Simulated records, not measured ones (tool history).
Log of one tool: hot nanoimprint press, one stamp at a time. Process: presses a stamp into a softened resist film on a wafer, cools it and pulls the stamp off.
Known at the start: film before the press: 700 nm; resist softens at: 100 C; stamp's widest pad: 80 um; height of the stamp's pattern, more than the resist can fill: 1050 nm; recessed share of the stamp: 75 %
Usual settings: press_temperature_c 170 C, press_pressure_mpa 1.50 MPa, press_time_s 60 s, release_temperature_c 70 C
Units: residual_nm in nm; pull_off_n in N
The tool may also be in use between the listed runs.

run   hour  press_temperature_c  press_pressure_mpa  press_time_s  release_temperature_c  residual_nm  pull_off_n
  1    0.0                  170                1.50            60                     70        330.3         169
      12.2  -- plate thermocouple calibrated
  2   26.4                  170                1.50            60                     70        359.6         186
  3   37.2                  170                1.50            60                     70        358.3         178
      56.4  -- stamp cleaned and given a new release coat
  4   60.2                  170                1.50            60                     70        357.6         144
  5   77.6                  170                1.50            60                     70        359.2         143
  6   95.7                  170                1.50            60                     70        358.1         143
  7  110.2                  170                1.50            60                     70        362.4         144
  8  130.7                  170                1.50            60                     70        355.2         150
     140.7  -- press's hydraulic seals changed and the load cell set to zero
  9  163.2                  170                1.50            60                     70        352.0         149
 10  184.1                  170                1.50            60                     70        352.5         153
 11  202.7                  170                1.50            60                     70        352.8         152
 12  215.9                  170                1.50            60                     70        352.9         159
 13  234.7                  170                1.50            60                     70        345.7         151
 14  258.0                  170                1.50            43                     70        389.6         162
 15  280.6                  170                1.50            43                     70        389.8         161
 16  293.7                  180                1.13            60                     74        252.8         142
 17  307.8                  180                1.13            60                     74        250.8         143
 18  332.0                  170                1.50            72                     70        326.3         164
 19  355.6                  170                1.50            42                     70        391.1         167
 20  378.3                  171                1.50            60                     56        330.7         243
 21  400.8                  174                1.50            60                     56        285.1         243

The next listed run, before its measurement:
 22  424.0                  166                2.37            91                     60            ?           ?

{"run 22": {"residual_nm": 290.6, "pull_off_n": 221}}
Without the tool's hidden state the same run would have given residual_nm 308.4 nm, pull_off_n 182 N.

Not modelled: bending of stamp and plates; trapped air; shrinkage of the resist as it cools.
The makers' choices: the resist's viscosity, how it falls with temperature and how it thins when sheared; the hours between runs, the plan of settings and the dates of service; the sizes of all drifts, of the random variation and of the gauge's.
